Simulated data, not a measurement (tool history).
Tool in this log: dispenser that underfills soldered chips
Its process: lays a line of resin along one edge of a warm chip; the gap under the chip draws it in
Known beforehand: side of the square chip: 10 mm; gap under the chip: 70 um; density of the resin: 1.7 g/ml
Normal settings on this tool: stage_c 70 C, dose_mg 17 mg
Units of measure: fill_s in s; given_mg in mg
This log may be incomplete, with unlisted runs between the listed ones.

run,hour,stage_c,dose_mg,fill_s,given_mg
1,0,70,17,109.5,15.69
2,4.4,70,17,131.5,15.61
# hour 7.3: new syringe of resin
3,7.3,70,20.5,101,18.85
4,9.5,70,17,116.9,15.6
5,13.4,70,17,141.4,15.55
# hour 15.8: new syringe of resin
6,17.8,70,17,113,15.51
7,20.6,70,17,129.2,15.44
# hour 24.3: new syringe of resin
8,25.4,57,17,207.5,15.33
9,30.1,82,17,76.3,15.33
# hour 32.6: new syringe of resin
10,35.2,82,17,67.7,15.15
# hour 39.8: dispensing valve cleaned and set on the balance
11,39.8,70,14.5,139.6,14.48
# hour 42: new syringe of resin
12,43.6,70,14.5,113.3,14.31
13,47.1,70,14.5,134.9,14.51
14,49.8,70,14.5,149.5,14.43
# hour 50.5: new syringe of resin
15,52.8,63,14.7,166.7,14.57
16,56.1,58,15.3,246.6,15.17
# hour 58.8: new syringe of resin
17,60.1,70,15.1,111.8,14.81
18,64.6,56,15.2,270.5,15
# hour 67.2: new syringe of resin
19,69,62,15.9,172.9,15.72
20,72.6,69,19.8,137,19.4

Predict the results of run 21:
# hour 75.5: new syringe of resin
21,75.8,69,19.8,?,?

Logged for run 21: fill_s 105.2 s, given_mg 19.18 mg.
The same run, on a tool lacking any hidden state, would have yielded fill_s 104.1 s, given_mg 19.63 mg.
